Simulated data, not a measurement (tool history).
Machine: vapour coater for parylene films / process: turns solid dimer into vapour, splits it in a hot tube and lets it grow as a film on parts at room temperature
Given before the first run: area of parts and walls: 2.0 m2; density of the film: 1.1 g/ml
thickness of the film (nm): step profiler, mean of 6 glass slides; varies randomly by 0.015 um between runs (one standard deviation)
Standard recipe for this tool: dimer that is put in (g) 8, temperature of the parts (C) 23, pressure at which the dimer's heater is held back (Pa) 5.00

| run | hour | dimer that is put in (g) | temperature of the parts (C) | pressure at which the dimer's heater is held back (Pa) | thickness of the film (nm) |
|---|---|---|---|---|---|
| 1 | 0.0 | 8 | 23 | 5.00 | 2390 |
| 2 | 31.1 | 8 | 23 | 5.00 | 2420 |
| 3 | 53.7 | 8 | 19 | 5.00 | 2710 |
| 4 | 79.5 | 13 | 23 | 5.00 | 3900 |
| 5 | 113.6 | 13 | 23 | 5.00 | 3900 |
| 6 | 137.7 | 8 | 23 | 5.00 | 2410 |
| 7 | 163.3 | 8 | 23 | 2.41 | 2880 |
| 8 | 178.1 | 8 | 23 | 3.05 | 2740 |
| 9 | 202.9 | 8 | 23 | 3.05 | 2740 |
| 10 | 220.4 | 3 | 23 | 3.05 | 1020 |
| 11 | 243.4 | 3 | 23 | 3.05 | 1050 |
| 12 | 277.1 | 3 | 23 | 3.05 | 1020 |
| 13 | 299.8 | 3 | 23 | 3.05 | 1020 |
| 14 | 319.3 | 3 | 23 | 3.05 | 1020 |
| 15 | 347.1 | 3 | 23 | 3.05 | 1020 |
| 16 | 374.8 | 10 | 23 | 5.00 | 3040 |
| 17 | 401.1 | 10 | 23 | 5.00 | 3030 |
| 18 | 418.4 | 10 | 23 | 5.00 | 3020 |
| 19 | 442.1 | 10 | 23 | 5.00 | 3030 |
| 20 | 465.8 | 8 | 23 | 6.27 | 2270 |
| 21 | 486.4 | 8 | 23 | 6.27 | 2270 |
| 22 | 516.8 | 8 | 23 | 5.00 | 2400 |
| 23 | 533.3 | 8 | 23 | 5.00 | 2400 |
| 24 | 554.7 | 12 | 23 | 5.00 | 3610 |
| 25 | 570.3 | 8 | 27 | 6.92 | 1970 |
| 26 | 593.4 | 8 | 25 | 2.82 | 2620 |
| 27 | 626.5 | 3 | 23 | 3.08 | 1010 |
| 28 | 647.4 | 4 | 23 | 2.30 | 1470 |
| 29 | 664.4 | 4 | 23 | 2.30 | 1450 |
| 30 | 693.6 | 4 | 23 | 2.30 | 1460 |
| 31 | 726.5 | 6 | 23 | 2.07 | 2230 |
| 32 | 753.1 | 6 | 26 | 9.41 | 1390 |
| 33 | 787.0 | 3 | 15 | 3.25 | 1280 |
| 34 | 803.9 | 3 | 15 | 3.25 | 1300 |
| 35 | 832.9 | 14 | 18 | 2.97 | 5580 |
| 36 | 866.0 | 3 | 23 | 11.07 | 750 |
| 37 | 891.7 | 10 | 30 | 11.07 | 1990 |
| 38 | 909.6 | 7 | 34 | 7.88 | 1340 |
| 39 | 937.9 | 7 | 34 | 7.88 | 1330 |
| 40 | 967.0 | 7 | 34 | 7.88 | 1350 |
| 41 | 988.2 | 8 | 31 | 5.00 | 1880 |
| 42 | 1017.5 | 5 | 31 | 5.00 | 1180 |
| 43 | 1049.1 | 5 | 31 | 5.00 | 1160 |
| 44 | 1068.8 | 5 | 31 | 5.00 | 1160 |
| 45 | 1087.2 | 5 | 31 | 4.10 | 1240 |

Not shown here: 2 entries made in the log between runs. Locate each between two listed runs and compare the hidden state at the listed run before it with the hidden state at the listed run after it:
Between runs 10 and 11: trap's valve overhauled (hour 241.7)
  vapour lost through the trap's worn valve, %: 0.5 -> 0
Between runs 41 and 42: trap's valve overhauled (hour 1011.3)
  vapour lost through the trap's worn valve, %: 0.4 -> 0
